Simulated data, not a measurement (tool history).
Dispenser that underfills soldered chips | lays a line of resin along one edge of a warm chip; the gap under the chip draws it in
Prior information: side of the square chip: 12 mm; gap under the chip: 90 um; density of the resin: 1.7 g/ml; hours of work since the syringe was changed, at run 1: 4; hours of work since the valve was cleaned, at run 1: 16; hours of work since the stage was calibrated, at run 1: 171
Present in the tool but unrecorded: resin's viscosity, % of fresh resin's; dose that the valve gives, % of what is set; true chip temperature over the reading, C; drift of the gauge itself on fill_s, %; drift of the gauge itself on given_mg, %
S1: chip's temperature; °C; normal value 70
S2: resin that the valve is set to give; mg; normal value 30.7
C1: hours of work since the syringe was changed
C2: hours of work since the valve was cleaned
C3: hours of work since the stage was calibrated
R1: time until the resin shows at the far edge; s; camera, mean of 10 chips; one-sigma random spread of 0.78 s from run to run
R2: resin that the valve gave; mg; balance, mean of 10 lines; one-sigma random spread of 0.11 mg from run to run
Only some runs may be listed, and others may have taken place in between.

run,day,S1,S2,C1,C2,C3,R1,R2
1,0.000,70,30.7,4,16,171,89.4,30.00
# day 0.225: new syringe of resin
2,0.446,70,30.7,4,24,179,83.2,29.88
# day 0.696: new syringe of resin
3,0.967,70,30.7,5,33,188,90.1,29.49
# day 1.171: new syringe of resin
4,1.400,70,30.7,4,41,196,85.1,29.03
# day 1.629: new syringe of resin
# day 1.971: dispensing valve cleaned and set on the balance
5,1.992,70,30.7,6,0,206,92.7,30.83
# day 2.125: new syringe of resin
6,2.275,70,30.7,3,5,211,80.5,30.68
# day 2.579: new syringe of resin
7,2.767,70,30.7,3,14,219,81.6,30.22

Forecast run 8:
# day 3.038: new syringe of resin
8,3.142,70,33.9,2,20,226,?,?

{"run 8": {"R1": 75.0, "R2": 32.96}}
Without the tool's hidden state the same run would have given R1 71.3 s, R2 33.67 mg.
